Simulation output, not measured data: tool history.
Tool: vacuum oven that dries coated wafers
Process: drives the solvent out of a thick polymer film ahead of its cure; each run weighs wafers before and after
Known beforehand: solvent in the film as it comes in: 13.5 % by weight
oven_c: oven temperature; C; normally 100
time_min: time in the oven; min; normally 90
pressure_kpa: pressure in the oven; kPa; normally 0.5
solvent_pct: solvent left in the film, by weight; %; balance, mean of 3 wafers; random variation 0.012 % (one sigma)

| run | hour | oven_c | time_min | pressure_kpa | solvent_pct |
|---|---|---|---|---|---|
| 1 | 0 | 100 | 90 | 0.5 | 1.63 |
| 2 | 29.4 | 100 | 90 | 0.5 | 1.64 |
| 3 | 55.3 | 100 | 90 | 0.5 | 1.64 |
| 4 | 75.9 | 100 | 90 | 1.465 | 2.26 |
| 5 | 100.7 | 100 | 90 | 0.879 | 1.89 |
| 6 | 121.4 | 100 | 90 | 0.5 | 1.61 |
| 7 | 142.5 | 100 | 90 | 0.5 | 1.62 |
| 8 | 173.5 | 100 | 90 | 0.5 | 1.63 |
| 9 | 195.9 | 100 | 90 | 0.5 | 1.62 |
| 10 | 228.4 | 100 | 90 | 0.5 | 1.63 |
| 11 | 253.1 | 100 | 90 | 0.5 | 1.63 |
| 12 | 286 | 100 | 90 | 0.5 | 1.61 |
| 13 | 310.9 | 100 | 90 | 0.5 | 1.6 |
| 14 | 333.1 | 100 | 90 | 0.5 | 1.62 |
| 15 | 359.8 | 100 | 90 | 0.5 | 1.63 |
| 16 | 379.1 | 100 | 90 | 0.484 | 1.6 |
| 17 | 407.9 | 100 | 90 | 0.484 | 1.6 |
| 18 | 438.9 | 100 | 90 | 0.484 | 1.6 |
| 19 | 468.7 | 86 | 88 | 0.354 | 3.57 |
| 20 | 484.6 | 111 | 88 | 0.354 | 0.7 |
| 21 | 520.2 | 89 | 59 | 0.354 | 4.55 |
| 22 | 544 | 95 | 59 | 0.49 | 3.64 |
| 23 | 578.9 | 102 | 59 | 0.448 | 2.55 |
| 24 | 607.4 | 91 | 54 | 0.283 | 4.5 |
| 25 | 634 | 113 | 90 | 0.255 | 0.53 |
| 26 | 652.9 | 96 | 90 | 0.5 | 2.1 |
| 27 | 680.7 | 96 | 90 | 0.5 | 2.1 |
| 28 | 696.6 | 96 | 90 | 0.5 | 2.09 |
| 29 | 712.1 | 97 | 130 | 0.5 | 1.19 |
| 30 | 727.5 | 109 | 143 | 1.28 | 0.91 |
| 31 | 756.3 | 109 | 143 | 1.28 | 0.93 |
| 32 | 785.5 | 85 | 85 | 1.28 | 4.7 |
| 33 | 810.7 | 85 | 85 | 1.28 | 4.71 |
| 34 | 835.6 | 108 | 81 | 0.5 | 1.08 |
| 35 | 858.6 | 95 | 61 | 0.252 | 3.33 |

Below are 5 alternative next runs, each starting from the tool's condition after run 35. Predict each:
| A | 888.8 | 100 | 90 | 0.566 | ? |
| B | 888.8 | 100 | 90 | 0.503 | ? |
| C | 888.8 | 95 | 67 | 0.451 | ? |
| D | 888.8 | 87 | 48 | 0.722 | ? |
| E | 888.8 | 104 | 67 | 0.285 | ? |

| run | solvent_pct |
|---|---|
| A | 1.66 |
| B | 1.6 |
| C | 3.1 |
| D | 5.9 |
| E | 1.81 |
Without the tool's unlogged condition, the same runs would have read:
| run | solvent_pct |
|---|---|
| A | 1.64 |
| B | 1.58 |
| C | 3.18 |
| D | 6.01 |
| E | 1.86 |
